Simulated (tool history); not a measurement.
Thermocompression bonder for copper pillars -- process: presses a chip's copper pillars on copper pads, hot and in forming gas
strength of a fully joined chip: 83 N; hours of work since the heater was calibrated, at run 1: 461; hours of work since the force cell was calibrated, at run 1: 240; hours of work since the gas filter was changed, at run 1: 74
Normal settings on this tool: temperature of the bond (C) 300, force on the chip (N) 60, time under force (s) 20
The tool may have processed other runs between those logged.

run	hour	temperature of the bond (C)	force on the chip (N)	time under force (s)	hours of work since the heater was calibrated	hours of work since the force cell was calibrated	hours of work since the gas filter was changed	force that shears a chip off (N)
1	0.0	300	60	20	461	240	74	60.0
2	22.8	300	60	23	473	252	85	61.3
3	40.9	300	60	20	482	261	95	59.7
4	63.9	300	60	20	494	272	106	59.4
5	78.0	300	60	20	501	280	113	58.9
6	89.5	300	60	46	506	285	119	70.4
7	113.4	300	60	20	518	297	131	58.7
8	132.9	300	60	20	528	307	141	60.4
9	155.5	300	60	20	540	319	152	58.6
10	182.9	300	60	20	553	332	166	58.9
# hour 193.1: forming gas filter changed
11	206.1	300	60	20	565	344	7	61.0
12	226.2	300	60	20	575	354	17	60.8
13	243.6	300	60	20	584	363	25	60.6
14	255.0	300	60	20	589	368	31	61.1
15	274.2	300	60	20	599	378	41	60.7
16	289.9	300	60	32	607	386	49	66.9
17	309.5	323	72	10	617	396	59	63.4
18	325.1	279	60	54	625	404	66	64.7
19	337.6	304	60	20	631	410	73	61.7
20	362.4	304	60	25	643	422	85	63.9
21	378.9	304	60	25	652	431	93	64.5
22	401.5	304	63	25	663	442	105	65.9
23	428.9	304	63	25	677	456	119	65.1
24	447.2	300	66	30	686	465	128	66.8
25	465.9	284	38	30	696	474	137	46.4
26	488.5	284	38	30	707	486	149	46.6
27	505.5	275	60	51	715	494	157	60.5
28	516.9	275	60	51	721	500	163	60.7

Forecast each of these 5 alternatives for the next run:
# hour 533.9: forming gas filter changed
A	537.1	299	44	37	731	510	2	?
# hour 533.9: forming gas filter changed
B	537.1	323	60	20	731	510	2	?
# hour 533.9: forming gas filter changed
C	537.1	289	60	31	731	510	2	?
# hour 533.9: forming gas filter changed
D	537.1	277	75	48	731	510	2	?
# hour 533.9: forming gas filter changed
E	537.1	309	61	11	731	510	2	?

run	force that shears a chip off (N)
A	62.0
B	70.4
C	62.4
D	68.9
E	56.5
Had the tool no hidden state, the same runs would have come out as:
run	force that shears a chip off (N)
A	60.5
B	69.3
C	60.8
D	67.3
E	54.9

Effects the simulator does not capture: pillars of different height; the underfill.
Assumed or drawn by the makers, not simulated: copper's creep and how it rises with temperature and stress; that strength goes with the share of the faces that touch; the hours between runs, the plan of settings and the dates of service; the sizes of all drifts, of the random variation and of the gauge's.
